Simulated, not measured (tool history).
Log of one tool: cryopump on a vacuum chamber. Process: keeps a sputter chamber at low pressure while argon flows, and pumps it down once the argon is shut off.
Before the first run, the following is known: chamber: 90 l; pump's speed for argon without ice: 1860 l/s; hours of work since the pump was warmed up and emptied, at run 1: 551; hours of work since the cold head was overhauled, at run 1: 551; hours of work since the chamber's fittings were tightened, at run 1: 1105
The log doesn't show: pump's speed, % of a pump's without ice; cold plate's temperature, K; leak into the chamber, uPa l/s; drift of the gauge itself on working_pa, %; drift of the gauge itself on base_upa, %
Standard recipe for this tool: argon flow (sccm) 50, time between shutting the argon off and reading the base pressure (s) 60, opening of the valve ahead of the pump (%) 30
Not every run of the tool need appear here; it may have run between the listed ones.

| run | hour | argon flow (sccm) | time between shutting the argon off and reading the base pressure (s) | opening of the valve ahead of the pump (%) | hours of work since the pump was warmed up and emptied | hours of work since the cold head was overhauled | hours of work since the chamber's fittings were tightened | pressure while argon flows (Pa) | pressure after the wait (uPa) |
|---|---|---|---|---|---|---|---|---|---|
| 1 | 0 | 50 | 60 | 30 | 551 | 551 | 1105 | 0.1577 | 1.94 |
| 2 | 25.5 | 50 | 127 | 30 | 572 | 572 | 1127 | 0.1583 | 1.32 |
| 3 | 51.5 | 51 | 127 | 30 | 594 | 594 | 1149 | 0.162 | 1.36 |
| 4 | 71.5 | 90 | 60 | 30 | 611 | 611 | 1166 | 0.2872 | 2.06 |
| 5 | 88 | 90 | 29 | 30 | 625 | 625 | 1180 | 0.2842 | 3.43 |
| 6 | 101.2 | 90 | 29 | 30 | 636 | 636 | 1191 | 0.2863 | 3.43 |
| 7 | 121.3 | 90 | 29 | 30 | 654 | 654 | 1208 | 0.2892 | 3.33 |
| 8 | 140.2 | 22 | 29 | 30 | 670 | 670 | 1224 | 0.0704 | 3.35 |
| 9 | 155.9 | 88 | 29 | 30 | 683 | 683 | 1237 | 0.2808 | 3.4 |
| 10 | 179 | 88 | 29 | 30 | 702 | 702 | 1257 | 0.2811 | 3.3 |
| 11 | 191.6 | 88 | 29 | 30 | 713 | 713 | 1268 | 0.2818 | 3.42 |
| 12 | 218.8 | 53 | 60 | 30 | 736 | 736 | 1291 | 0.1702 | 2.05 |
| 13 | 236.7 | 50 | 60 | 30 | 751 | 751 | 1306 | 0.1599 | 2.11 |
| 14 | 261.7 | 50 | 60 | 30 | 772 | 772 | 1327 | 0.1612 | 2.1 |
| 15 | 279.2 | 50 | 60 | 30 | 787 | 787 | 1342 | 0.162 | 2.08 |
| 16 | 296.9 | 25 | 60 | 30 | 802 | 802 | 1357 | 0.0807 | 2.07 |
| 17 | 313.8 | 25 | 60 | 30 | 816 | 816 | 1371 | 0.0813 | 2.13 |
| 18 | 337.7 | 25 | 60 | 30 | 837 | 837 | 1391 | 0.0802 | 2.11 |
| 19 | 358 | 25 | 208 | 15 | 854 | 854 | 1408 | 0.1558 | 1.33 |
| 20 | 372.2 | 87 | 208 | 15 | 866 | 866 | 1420 | 0.5455 | 1.3 |
| 21 | 395.2 | 73 | 53 | 22 | 885 | 885 | 1440 | 0.3155 | 2.36 |
| 22 | 424.7 | 30 | 53 | 23 | 910 | 910 | 1465 | 0.1259 | 2.38 |
| 23 | 445.1 | 50 | 60 | 26 | 928 | 928 | 1482 | 0.1859 | 2.24 |
| 24 | 471.9 | 50 | 60 | 26 | 950 | 950 | 1505 | 0.1872 | 2.25 |
| 25 | 501.9 | 87 | 23 | 18 | 976 | 976 | 1530 | 0.459 | 4.26 |
| 26 | 525.5 | 87 | 23 | 18 | 996 | 996 | 1550 | 0.4599 | 4.13 |
| 27 | 546.7 | 87 | 62 | 18 | 1014 | 1014 | 1568 | 0.4622 | 2.25 |
| 28 | 562.6 | 73 | 60 | 30 | 1027 | 1027 | 1582 | 0.2392 | 2.27 |
| 29 | 586.5 | 94 | 28 | 30 | 1047 | 1047 | 1602 | 0.311 | 3.62 |
| 30 | 612.2 | 24 | 136 | 45 | 1069 | 1069 | 1624 | 0.0553 | 1.63 |
| 31 | 643.3 | 24 | 136 | 45 | 1095 | 1095 | 1650 | 0.0547 | 1.63 |
| 32 | 670.9 | 24 | 136 | 45 | 1119 | 1119 | 1673 | 0.0563 | 1.73 |
| 33 | 700.7 | 24 | 136 | 45 | 1144 | 1144 | 1699 | 0.056 | 1.7 |

Branching from run 33: 5 alternative next runs. What would each branch give?
| A | 720.7 | 38 | 118 | 21 | 1161 | 1161 | 1715 | ? | ? |
| B | 720.7 | 50 | 64 | 30 | 1161 | 1161 | 1715 | ? | ? |
| C | 720.7 | 61 | 81 | 24 | 1161 | 1161 | 1715 | ? | ? |
| D | 720.7 | 50 | 60 | 41 | 1161 | 1161 | 1715 | ? | ? |
| E | 720.7 | 48 | 26 | 18 | 1161 | 1161 | 1715 | ? | ? |

| run | pressure while argon flows (Pa) | pressure after the wait (uPa) |
|---|---|---|
| A | 0.1754 | 1.83 |
| B | 0.1654 | 2.29 |
| C | 0.2483 | 2.08 |
| D | 0.1266 | 2.36 |
| E | 0.2577 | 4.08 |
With the hidden condition removed and each run's random variation left untouched, the same runs would have given:
| run | pressure while argon flows (Pa) | pressure after the wait (uPa) |
|---|---|---|
| A | 0.1639 | 0.81 |
| B | 0.1504 | 1.3 |
| C | 0.2299 | 1.09 |
| D | 0.1115 | 1.38 |
| E | 0.2431 | 3.07 |
